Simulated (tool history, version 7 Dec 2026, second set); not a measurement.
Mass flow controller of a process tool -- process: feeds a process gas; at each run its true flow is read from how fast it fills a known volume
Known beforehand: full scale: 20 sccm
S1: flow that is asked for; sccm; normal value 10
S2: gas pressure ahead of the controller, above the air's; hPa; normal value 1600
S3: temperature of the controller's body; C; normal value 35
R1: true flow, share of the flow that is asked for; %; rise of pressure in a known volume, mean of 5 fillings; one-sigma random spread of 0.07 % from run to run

run	hour	S1	S2	S3	R1
1	0	10	1600	35	98.57
2	137.4	10	1600	35	98.7
3	322.6	10	1600	27	99.9
4	417.6	10	1600	27	99.87
5	550.5	17	1600	35	99.33
6	644.1	17	1600	35	99.46
7	856.9	16	1600	35	99.68
8	1006.4	9	2170	23	101.21
9	1158.8	9	2170	23	101.53
10	1309	9	2170	35	100.18
11	1492.9	9	2170	35	100.49
12	1600.3	4	2600	27	101.57
13	1704.7	7	1600	35	100.52
14	1818	16	1450	35	100.84

What if the next run were any one of these 4? Each begins from the tool's condition after run 14:
A	1927.9	9	1520	35	?
B	1927.9	2	2020	23	?
C	1927.9	3	1990	23	?
D	1927.9	13	1600	37	?

run	R1
A	100.79
B	102.22
C	102.1
D	100.77
Take away the tool's hidden state, keep each run's random variation, and the runs would have read:
run	R1
A	98.56
B	99.96
C	99.84
D	98.54
